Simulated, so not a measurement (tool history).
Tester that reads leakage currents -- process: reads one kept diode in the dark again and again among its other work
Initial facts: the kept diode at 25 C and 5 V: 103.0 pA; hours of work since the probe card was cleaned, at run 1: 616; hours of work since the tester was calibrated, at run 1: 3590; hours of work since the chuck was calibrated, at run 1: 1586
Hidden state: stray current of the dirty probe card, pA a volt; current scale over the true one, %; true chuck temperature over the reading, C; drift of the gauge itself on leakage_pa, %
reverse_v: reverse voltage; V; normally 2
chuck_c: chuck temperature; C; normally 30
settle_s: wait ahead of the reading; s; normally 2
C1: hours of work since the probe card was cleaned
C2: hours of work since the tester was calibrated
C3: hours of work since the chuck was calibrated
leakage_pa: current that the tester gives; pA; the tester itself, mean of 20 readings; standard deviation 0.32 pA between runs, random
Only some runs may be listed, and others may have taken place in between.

run 1 hour=0 | reverse_v=2 chuck_c=30 settle_s=2 | C1=616 C2=3590 C3=1586 | leakage_pa=114.83
run 2 hour=202.5 | reverse_v=2 chuck_c=30 settle_s=2 | C1=758 C2=3731 C3=1728 | leakage_pa=116.02
run 3 hour=334.8 | reverse_v=2 chuck_c=30 settle_s=2 | C1=850 C2=3824 C3=1820 | leakage_pa=117.15
run 4 hour=508.9 | reverse_v=2 chuck_c=30 settle_s=2 | C1=972 C2=3946 C3=1942 | leakage_pa=118.73
-- hour=634.8 chuck's temperature calibrated
run 5 hour=703.4 | reverse_v=2 chuck_c=30 settle_s=0.53 | C1=1107 C2=4081 C3=48 | leakage_pa=105.37
run 6 hour=883 | reverse_v=2 chuck_c=54 settle_s=2 | C1=1233 C2=4206 C3=174 | leakage_pa=559.26
run 7 hour=1054.8 | reverse_v=2 chuck_c=54 settle_s=2 | C1=1353 C2=4326 C3=294 | leakage_pa=564.64
-- hour=1178.9 tester calibrated
run 8 hour=1178.9 | reverse_v=2 chuck_c=54 settle_s=2 | C1=1438 C2=0 C3=379 | leakage_pa=582.62
run 9 hour=1405.3 | reverse_v=19.8 chuck_c=30 settle_s=2 | C1=1597 C2=158 C3=538 | leakage_pa=291.89
run 10 hour=1533.8 | reverse_v=2 chuck_c=30 settle_s=2 | C1=1687 C2=248 C3=628 | leakage_pa=113.11
run 11 hour=1683.9 | reverse_v=2 chuck_c=26 settle_s=2 | C1=1792 C2=353 C3=733 | leakage_pa=85.34
run 12 hour=1886.4 | reverse_v=4.9 chuck_c=30 settle_s=2 | C1=1933 C2=495 C3=875 | leakage_pa=168.27
run 13 hour=2108.7 | reverse_v=4.9 chuck_c=30 settle_s=2 | C1=2089 C2=651 C3=1030 | leakage_pa=169.16
run 14 hour=2252.3 | reverse_v=2 chuck_c=30 settle_s=2 | C1=2189 C2=751 C3=1131 | leakage_pa=118.44
run 15 hour=2463.1 | reverse_v=2 chuck_c=30 settle_s=2 | C1=2337 C2=899 C3=1278 | leakage_pa=120.61
run 16 hour=2614.2 | reverse_v=2 chuck_c=30 settle_s=2 | C1=2443 C2=1004 C3=1384 | leakage_pa=121.2
run 17 hour=2726.7 | reverse_v=2 chuck_c=30 settle_s=1.21 | C1=2521 C2=1083 C3=1463 | leakage_pa=121.73
run 18 hour=2903.2 | reverse_v=1.46 chuck_c=30 settle_s=1.21 | C1=2645 C2=1207 C3=1586 | leakage_pa=108.12
run 19 hour=3005.9 | reverse_v=1.46 chuck_c=30 settle_s=9.37 | C1=2717 C2=1279 C3=1658 | leakage_pa=109.56
run 20 hour=3113.9 | reverse_v=2 chuck_c=32 settle_s=2 | C1=2792 C2=1354 C3=1734 | leakage_pa=143.7
run 21 hour=3349 | reverse_v=2 chuck_c=43 settle_s=1.82 | C1=2957 C2=1519 C3=1898 | leakage_pa=314.21
run 22 hour=3518.9 | reverse_v=2.36 chuck_c=57 settle_s=0.33 | C1=3076 C2=1638 C3=2017 | leakage_pa=834.38
-- hour=3537.3 probe card cleaned and baked
-- hour=3539.3 chuck's temperature calibrated
run 23 hour=3640.8 | reverse_v=3.36 chuck_c=30 settle_s=8.42 | C1=71 C2=1719 C3=71 | leakage_pa=135.96
run 24 hour=3787.8 | reverse_v=3.36 chuck_c=30 settle_s=8.42 | C1=174 C2=1822 C3=174 | leakage_pa=136.96
run 25 hour=4004.4 | reverse_v=1.61 chuck_c=26 settle_s=1.27 | C1=325 C2=1974 C3=325 | leakage_pa=76.07
run 26 hour=4185.8 | reverse_v=3.06 chuck_c=26 settle_s=8.24 | C1=452 C2=2101 C3=452 | leakage_pa=101.1
run 27 hour=4375.9 | reverse_v=2 chuck_c=26 settle_s=2.6 | C1=585 C2=2234 C3=585 | leakage_pa=85.11
run 28 hour=4535.1 | reverse_v=10.61 chuck_c=22 settle_s=0.58 | C1=697 C2=2345 C3=697 | leakage_pa=139.56
run 29 hour=4645.7 | reverse_v=10.61 chuck_c=22 settle_s=0.58 | C1=774 C2=2423 C3=774 | leakage_pa=141.74
run 30 hour=4803.1 | reverse_v=10.61 chuck_c=41 settle_s=1.68 | C1=884 C2=2533 C3=884 | leakage_pa=501.61
-- hour=4925.6 probe card cleaned and baked, once more
run 31 hour=4962 | reverse_v=10.61 chuck_c=41 settle_s=1.68 | C1=25 C2=2642 C3=994 | leakage_pa=477.77
run 32 hour=5063.3 | reverse_v=2 chuck_c=54 settle_s=2 | C1=96 C2=2713 C3=1064 | leakage_pa=596.86
run 33 hour=5260.7 | reverse_v=2 chuck_c=54 settle_s=2 | C1=235 C2=2851 C3=1203 | leakage_pa=604.34
run 34 hour=5493.2 | reverse_v=4.29 chuck_c=53 settle_s=0.31 | C1=397 C2=3014 C3=1365 | leakage_pa=769.55
run 35 hour=5625.6 | reverse_v=4.9 chuck_c=53 settle_s=0.44 | C1=490 C2=3106 C3=1458 | leakage_pa=815.59
run 36 hour=5863.4 | reverse_v=4.9 chuck_c=53 settle_s=0.44 | C1=656 C2=3273 C3=1624 | leakage_pa=827.32
run 37 hour=5999.4 | reverse_v=2.34 chuck_c=24 settle_s=8.17 | C1=751 C2=3368 C3=1720 | leakage_pa=80.7
run 38 hour=6203.4 | reverse_v=2.34 chuck_c=24 settle_s=8.17 | C1=894 C2=3511 C3=1862 | leakage_pa=81.66
run 39 hour=6375.9 | reverse_v=4.63 chuck_c=55 settle_s=1.31 | C1=1015 C2=3631 C3=1983 | leakage_pa=937
-- hour=6447.8 chuck's temperature calibrated
run 40 hour=6586.3 | reverse_v=8.57 chuck_c=59 settle_s=1.31 | C1=1161 C2=3777 C3=97 | leakage_pa=1352.91

Across each entry between runs, compare the hidden state at the last listed run before it with the hidden state at the first listed run after it:
Run 4 -> run 5: chuck's temperature calibrated (hour 634.8)
  stray current of the dirty probe card, pA a volt: 0.616 -> 0.681; current scale over the true one, %: -2.52 -> -2.6; true chuck temperature over the reading, C: 1.74 -> 0.1
  the result without the hidden state subtracted from the measured one, leakage_pa: +12.9 -> -0.67 pA
Run 7 -> run 8: tester calibrated (hour 1178.9)
  stray current of the dirty probe card, pA a volt: 0.816 -> 0.865; current scale over the true one, %: -2.78 -> 0.03; true chuck temperature over the reading, C: 0.38 -> 0.48
  the result without the hidden state subtracted from the measured one, leakage_pa: -0.4 -> +19.5 pA
Run 22 -> run 23: probe card cleaned and baked (hour 3537.3); chuck's temperature calibrated (hour 3539.3)
  stray current of the dirty probe card, pA a volt: 1.738 -> 2.119; current scale over the true one, %: -1.05 -> -1.11; true chuck temperature over the reading, C: 2.31 -> 0.05
  the result without the hidden state subtracted from the measured one, leakage_pa: +108.95 -> +6.08 pA
Run 30 -> run 31: probe card cleaned and baked, once more (hour 4925.6)
  stray current of the dirty probe card, pA a volt: 2.55 -> 0.036; current scale over the true one, %: -1.66 -> -1.73; true chuck temperature over the reading, C: 0.93 -> 1.04
  the result without the hidden state subtracted from the measured one, leakage_pa: +48.72 -> +25.87 pA
Run 39 -> run 40: chuck's temperature calibrated (hour 6447.8)
  stray current of the dirty probe card, pA a volt: 0.568 -> 0.643; current scale over the true one, %: -2.39 -> -2.49; true chuck temperature over the reading, C: 2.1 -> 0.06
  the result without the hidden state subtracted from the measured one, leakage_pa: +100.14 -> -23.97 pA

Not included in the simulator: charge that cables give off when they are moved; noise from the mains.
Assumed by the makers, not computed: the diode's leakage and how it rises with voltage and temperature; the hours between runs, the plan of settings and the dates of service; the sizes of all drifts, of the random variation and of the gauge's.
